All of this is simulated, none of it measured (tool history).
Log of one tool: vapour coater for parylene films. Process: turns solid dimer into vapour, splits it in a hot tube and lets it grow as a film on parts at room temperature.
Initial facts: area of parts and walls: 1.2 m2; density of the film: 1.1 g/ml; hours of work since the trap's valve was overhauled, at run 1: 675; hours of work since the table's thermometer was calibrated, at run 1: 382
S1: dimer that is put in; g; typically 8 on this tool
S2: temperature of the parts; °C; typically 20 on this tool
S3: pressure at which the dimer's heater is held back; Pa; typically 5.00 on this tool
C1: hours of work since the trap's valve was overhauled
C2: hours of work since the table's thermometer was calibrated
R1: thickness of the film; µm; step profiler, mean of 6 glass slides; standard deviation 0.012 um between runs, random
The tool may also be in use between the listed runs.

run,hour,S1,S2,S3,C1,C2,R1
1,0.0,8,20,5.00,675,382,4.46
# hour 30.4: trap's valve overhauled
2,43.3,8,20,5.00,8,407,4.46
3,78.0,8,20,8.21,30,428,4.33
4,110.3,8,20,5.00,50,448,4.48
5,155.5,12,20,5.00,78,477,6.72
6,198.9,12,20,5.00,105,504,6.68
7,222.1,8,14,5.00,120,518,5.62
8,251.2,8,14,5.00,138,536,5.65
9,276.1,8,14,5.00,153,552,5.67
10,297.9,8,14,5.00,167,565,5.63
11,324.7,8,20,5.00,184,582,4.51
12,365.1,8,20,5.00,209,607,4.49
13,401.4,8,20,5.00,232,630,4.48
14,422.5,8,20,5.00,245,643,4.52
15,461.4,8,20,5.00,269,667,4.50
16,495.7,8,19,5.00,290,689,4.69
17,531.3,8,20,5.00,313,711,4.51
18,570.7,8,20,5.00,337,736,4.51
19,601.6,8,20,5.00,357,755,4.51
20,637.1,9,20,5.00,379,777,5.09
21,678.6,9,20,5.00,405,803,5.08
22,727.1,8,20,8.31,435,833,4.38
23,749.8,6,22,7.58,449,847,3.06
24,787.1,8,15,2.26,472,871,5.84
25,826.0,4,29,5.00,497,895,1.61
26,847.0,4,29,10.75,510,908,1.53
27,881.2,4,29,10.75,531,929,1.53
28,925.4,8,32,2.07,559,957,3.06
29,965.4,4,22,3.79,584,982,2.15
# hour 989.6: table's thermometer calibrated
30,998.9,3,20,4.17,604,6,1.72
31,1028.3,4,24,6.98,622,24,1.90
32,1075.8,4,17,2.37,652,54,2.70
33,1120.6,6,14,10.26,680,82,4.07
# hour 1144.6: trap's valve overhauled
34,1171.5,11,25,9.73,17,111,4.94
# hour 1193.2: gauge calibrated
35,1217.7,11,25,9.73,46,140,4.84
36,1248.6,4,20,4.12,65,159,2.27
37,1286.3,8,20,2.83,88,183,4.64
38,1306.9,6,21,2.83,101,196,3.35
39,1338.7,6,14,2.77,121,215,4.40
40,1387.3,7,14,2.77,151,246,5.15
41,1427.4,7,14,2.77,176,271,5.14
42,1449.6,10,24,5.00,190,285,4.82
43,1480.1,4,24,5.00,209,304,1.92
44,1521.2,5,24,2.40,235,329,2.56

Each row is a separate what-if for the run after 44, all from the same tool condition, not one after another. Results?
A,1569.9,7,30,5.00,265,360,?
B,1569.9,5,24,5.69,265,360,?
C,1569.9,8,24,2.40,265,360,?
D,1569.9,5,24,3.92,265,360,?

run,R1
A,2.69
B,2.40
C,4.06
D,2.46
With no hidden state in the tool, these same runs would have given:
run,R1
A,2.67
B,2.39
C,4.03
D,2.45
